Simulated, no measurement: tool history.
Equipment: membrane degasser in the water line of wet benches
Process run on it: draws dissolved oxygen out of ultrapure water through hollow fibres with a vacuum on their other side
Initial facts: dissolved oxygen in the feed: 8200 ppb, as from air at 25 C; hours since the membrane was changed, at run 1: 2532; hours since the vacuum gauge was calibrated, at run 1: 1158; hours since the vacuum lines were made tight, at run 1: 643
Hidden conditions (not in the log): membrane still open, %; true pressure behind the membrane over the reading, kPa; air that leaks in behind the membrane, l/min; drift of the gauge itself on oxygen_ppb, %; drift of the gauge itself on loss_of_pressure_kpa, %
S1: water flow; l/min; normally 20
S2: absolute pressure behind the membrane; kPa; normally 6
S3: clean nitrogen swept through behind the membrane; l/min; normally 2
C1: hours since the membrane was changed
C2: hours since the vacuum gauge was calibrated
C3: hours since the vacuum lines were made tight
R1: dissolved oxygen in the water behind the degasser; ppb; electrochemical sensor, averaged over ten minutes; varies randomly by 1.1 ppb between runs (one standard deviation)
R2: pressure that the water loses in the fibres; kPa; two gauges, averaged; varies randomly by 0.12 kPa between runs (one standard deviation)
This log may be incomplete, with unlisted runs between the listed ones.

Run 1, hour 0: usual settings; C1 2532; C2 1158; C3 643. Result: R1 118.4 ppb, R2 40.32 kPa.
Run 2, hour 249.2: usual settings but S2 12.21 kPa; C1 2782; C2 1407; C3 892. Result: R1 254.4 ppb, R2 40.4 kPa.
Run 3, hour 539.4: usual settings but S2 12.21 kPa; C1 3072; C2 1697; C3 1182. Result: R1 263.2 ppb, R2 40.38 kPa.
Run 4, hour 899.9: usual settings but S2 10.44 kPa; C1 3432; C2 2058; C3 1543. Result: R1 221.4 ppb, R2 40.5 kPa.
Run 5, hour 1134.6: usual settings; C1 3667; C2 2293; C3 1778. Result: R1 121.9 ppb, R2 40.57 kPa.
Run 6, hour 1378: usual settings but S2 7.58 kPa; C1 3910; C2 2536; C3 2021. Result: R1 159.8 ppb, R2 40.62 kPa.
Run 7, hour 1613.3: usual settings but S2 7.58 kPa; C1 4146; C2 2771; C3 2256. Result: R1 159.2 ppb, R2 40.91 kPa.
Run 8, hour 1884.6: usual settings but S1 15 l/min; C1 4417; C2 3042; C3 2528. Result: R1 67.8 ppb, R2 30.62 kPa.
Run 9, hour 2097.9: usual settings but S2 8.24 kPa; C1 4630; C2 3256; C3 2741. Result: R1 179.4 ppb, R2 40.95 kPa.
Run 10, hour 2246.8: usual settings but S2 8.24 kPa; C1 4779; C2 3405; C3 2890. Result: R1 175.7 ppb, R2 40.76 kPa.
Run 11, hour 2564.5: usual settings but S2 8.24 kPa; C1 5097; C2 3722; C3 3208. Result: R1 181.3 ppb, R2 40.99 kPa.
Run 12, hour 2927.4: usual settings but S2 8.24 kPa; C1 5460; C2 4085; C3 3570. Result: R1 180.3 ppb, R2 41.18 kPa.
Run 13, hour 3279.1: usual settings but S2 7.89 kPa; C1 5811; C2 4437; C3 3922. Result: R1 174.1 ppb, R2 41.2 kPa.
Run 14, hour 3506.9: usual settings but S1 14 l/min, S2 13.73 kPa, S3 3.16 l/min; C1 6039; C2 4665; C3 4150. Result: R1 129.7 ppb, R2 28.91 kPa.
At hour 3560.4: vacuum gauge calibrated.
Run 15, hour 3670.5: usual settings but S1 23 l/min, S2 4.8 kPa, S3 1.7 l/min; C1 6202; C2 110; C3 4313. Result: R1 162.4 ppb, R2 47.4 kPa.
Run 16, hour 3943.1: usual settings but S1 16 l/min, S2 6.01 kPa, S3 5.74 l/min; C1 6475; C2 383; C3 4586. Result: R1 43.2 ppb, R2 33.03 kPa.
Run 17, hour 4153.5: usual settings but S1 16 l/min, S2 6.01 kPa, S3 5.74 l/min; C1 6685; C2 593; C3 4796. Result: R1 44.1 ppb, R2 33.3 kPa.
At hour 4243.9: seals of the vacuum lines changed.
Run 18, hour 4336: usual settings but S1 16 l/min, S2 6.01 kPa, S3 5.74 l/min; C1 6866; C2 774; C3 92. Result: R1 43.7 ppb, R2 33.09 kPa.
Run 19, hour 4565: usual settings but S1 15 l/min, S2 4.2 kPa, S3 1.03 l/min; C1 7095; C2 1003; C3 321. Result: R1 59.3 ppb, R2 31.24 kPa.
Run 20, hour 4882.4: usual settings but S1 23 l/min, S2 4.09 kPa; C1 7412; C2 1320; C3 639. Result: R1 136.1 ppb, R2 47.76 kPa.
Run 21, hour 5084.7: usual settings but S3 4.73 l/min; C1 7615; C2 1522; C3 841. Result: R1 95.7 ppb, R2 41.69 kPa.
At hour 5311.2: vacuum gauge calibrated, once more.
Run 22, hour 5439.7: usual settings but S2 12.03 kPa, S3 0.83 l/min; C1 7969; C2 129; C3 1195. Result: R1 496.5 ppb, R2 41.78 kPa.
Run 23, hour 5790.7: usual settings but S2 12.03 kPa, S3 0.83 l/min; C1 8320; C2 479; C3 1546. Result: R1 501.2 ppb, R2 41.91 kPa.
Run 24, hour 6117.2: usual settings but S2 12.03 kPa, S3 0.83 l/min; C1 8647; C2 806; C3 1873. Result: R1 502.3 ppb, R2 42.13 kPa.
Run 25, hour 6308: usual settings but S2 12.03 kPa, S3 0.83 l/min; C1 8837; C2 997; C3 2064. Result: R1 511.8 ppb, R2 42.17 kPa.
Run 26, hour 6504.8: usual settings but S1 12 l/min, S2 12.03 kPa, S3 2.64 l/min; C1 9034; C2 1194; C3 2260. Result: R1 104.4 ppb, R2 25.4 kPa.

Predict each of these 5 candidate next runs independently; none follows another, all start after run 26:
At hour 6659.9: membrane cartridge changed.
Run A, hour 6659.9: usual settings but S1 12 l/min, S2 4.53 kPa, S3 2.64 l/min; C1 0; C2 1345; C3 2411. Result: R1 ?, R2 ?.
At hour 6659.9: membrane cartridge changed.
Run B, hour 6659.9: usual settings but S1 12 l/min, S2 12.03 kPa, S3 2.83 l/min; C1 0; C2 1345; C3 2411. Result: R1 ?, R2 ?.
At hour 6659.9: membrane cartridge changed.
Run C, hour 6659.9: usual settings but S1 24 l/min, S2 5.75 kPa, S3 2.78 l/min; C1 0; C2 1345; C3 2411. Result: R1 ?, R2 ?.
At hour 6659.9: membrane cartridge changed.
Run D, hour 6659.9: usual settings but S1 12 l/min, S2 4.45 kPa, S3 2.64 l/min; C1 0; C2 1345; C3 2411. Result: R1 ?, R2 ?.
At hour 6659.9: membrane cartridge changed.
Run E, hour 6659.9: usual settings but S1 19 l/min, S2 6.84 kPa, S3 1.24 l/min; C1 0; C2 1345; C3 2411. Result: R1 ?, R2 ?.

run     R1     R2
  A   18.9  23.74
  B   98.6  23.75
  C  150.9  47.31
  D   18.7  23.63
  E  166.4  37.72
Without the tool's hidden state the same runs would have given:
run     R1     R2
  A   17.5  23.74
  B     95  23.75
  C  148.5  47.31
  D   17.3  23.63
  E  161.9  37.72
